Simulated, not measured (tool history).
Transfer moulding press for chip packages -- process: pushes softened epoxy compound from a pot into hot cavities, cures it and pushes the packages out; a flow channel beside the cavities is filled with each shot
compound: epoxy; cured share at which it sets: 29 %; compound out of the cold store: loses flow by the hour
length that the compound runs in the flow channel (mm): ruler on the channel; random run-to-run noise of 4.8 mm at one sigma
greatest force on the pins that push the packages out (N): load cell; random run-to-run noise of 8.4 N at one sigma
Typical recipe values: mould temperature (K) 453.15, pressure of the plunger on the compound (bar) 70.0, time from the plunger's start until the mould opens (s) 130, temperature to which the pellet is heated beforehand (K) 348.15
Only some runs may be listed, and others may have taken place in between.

run    hour  mould temperature (K)  pressure of the plunger on the compound (bar)  time from the plunger's start until the mould opens (s)  temperature to which the pellet is heated beforehand (K)  incoming compound's hours out of the cold store  length that the compound runs in the flow channel (mm)  greatest force on the pins that push the packages out (N)
  1     0.0                 453.15                                           70.0                                                      130                                                    348.15                                             30.1                                                     550                                                        398
  2    51.5                 453.15                                           70.0                                                      130                                                    348.15                                             14.1                                                     568                                                        515
       60.9  -- cavities cleaned with cleaning compound and waxed
      127.3  -- cavities cleaned with cleaning compound and waxed
  3   127.3                 453.15                                           70.0                                                      130                                                    348.15                                             10.8                                                     571                                                        377
      164.3  -- plunger's sealing rings changed
      200.5  -- cavities cleaned with cleaning compound and waxed
  4   201.5                 453.15                                           70.0                                                      130                                                    348.15                                             29.1                                                     572                                                        382
      250.3  -- mould's thermocouples calibrated
  5   256.0                 453.15                                           70.0                                                      145                                                    348.15                                             15.9                                                     599                                                        469
      274.9  -- cavities cleaned with cleaning compound and waxed
  6   318.6                 453.15                                           70.0                                                      145                                                    348.15                                             28.1                                                     568                                                        445
      342.1  -- cavities cleaned with cleaning compound and waxed
  7   367.0                 453.15                                           70.0                                                      145                                                    348.15                                             11.5                                                     580                                                        425
  8   401.8                 452.15                                           70.0                                                      130                                                    348.15                                             31.3                                                     550                                                        525
      410.7  -- cavities cleaned with cleaning compound and waxed
  9   455.4                 452.15                                           70.0                                                      130                                                    348.15                                             39.5                                                     528                                                        501
      481.7  -- cavities cleaned with cleaning compound and waxed
 10   509.3                 452.15                                           70.0                                                      130                                                    348.15                                             35.7                                                     535                                                        488
      551.6  -- cavities cleaned with cleaning compound and waxed
 11   552.4                 453.15                                           55.4                                                      130                                                    348.15                                             19.2                                                     493                                                        383
      600.6  -- plunger's sealing rings changed
 12   613.3                 453.15                                           72.9                                                      130                                                    348.15                                             24.3                                                     604                                                        527
      622.1  -- cavities cleaned with cleaning compound and waxed
 13   678.9                 452.15                                           75.9                                                      130                                                    348.15                                             30.7                                                     584                                                        555
      691.3  -- cavities cleaned with cleaning compound and waxed
 14   719.9                 447.15                                           57.6                                                      149                                                    348.15                                             32.7                                                     528                                                        514
      759.6  -- cavities cleaned with cleaning compound and waxed
 15   767.3                 449.15                                           70.0                                                      130                                                    348.15                                             12.4                                                     606                                                        527
      831.1  -- cavities cleaned with cleaning compound and waxed
 16   831.1                 455.15                                           79.0                                                      129                                                    347.15                                             23.0                                                     603                                                        363
      873.0  -- mould's thermocouples calibrated
 17   893.4                 461.15                                           70.0                                                      130                                                    355.15                                             21.2                                                     544                                                        428
      902.3  -- cavities cleaned with cleaning compound and waxed
      970.7  -- cavities cleaned with cleaning compound and waxed
 18   977.4                 459.15                                           63.6                                                      130                                                    351.15                                             34.4                                                     498                                                        340
 19  1014.2                 459.15                                           63.6                                                      151                                                    351.15                                             22.6                                                     510                                                        417
     1039.2  -- plunger's sealing rings changed
     1040.7  -- cavities cleaned with cleaning compound and waxed
 20  1095.6                 459.15                                           63.6                                                      151                                                    351.15                                             14.5                                                     558                                                        435

Here are 3 independent what-if runs from the current tool condition. What would each one return?
     1109.7  -- cavities cleaned with cleaning compound and waxed
  A  1148.1                 453.15                                           70.0                                                      122                                                    348.15                                             22.3                                                       ?                                                          ?
     1109.7  -- cavities cleaned with cleaning compound and waxed
  B  1148.1                 450.15                                           59.3                                                      124                                                    348.15                                             20.9                                                       ?                                                          ?
     1109.7  -- cavities cleaned with cleaning compound and waxed
  C  1148.1                 459.15                                           63.6                                                      144                                                    351.15                                             38.3                                                       ?                                                          ?

run  length that the compound runs in the flow channel (mm)  greatest force on the pins that push the packages out (N)
  A                                                     581                                                        503
  B                                                     545                                                        592
  C                                                     519                                                        398
With the hidden condition removed and each run's random variation left untouched, the same runs would have given:
run  length that the compound runs in the flow channel (mm)  greatest force on the pins that push the packages out (N)
  A                                                     591                                                        390
  B                                                     555                                                        459
  C                                                     528                                                        309
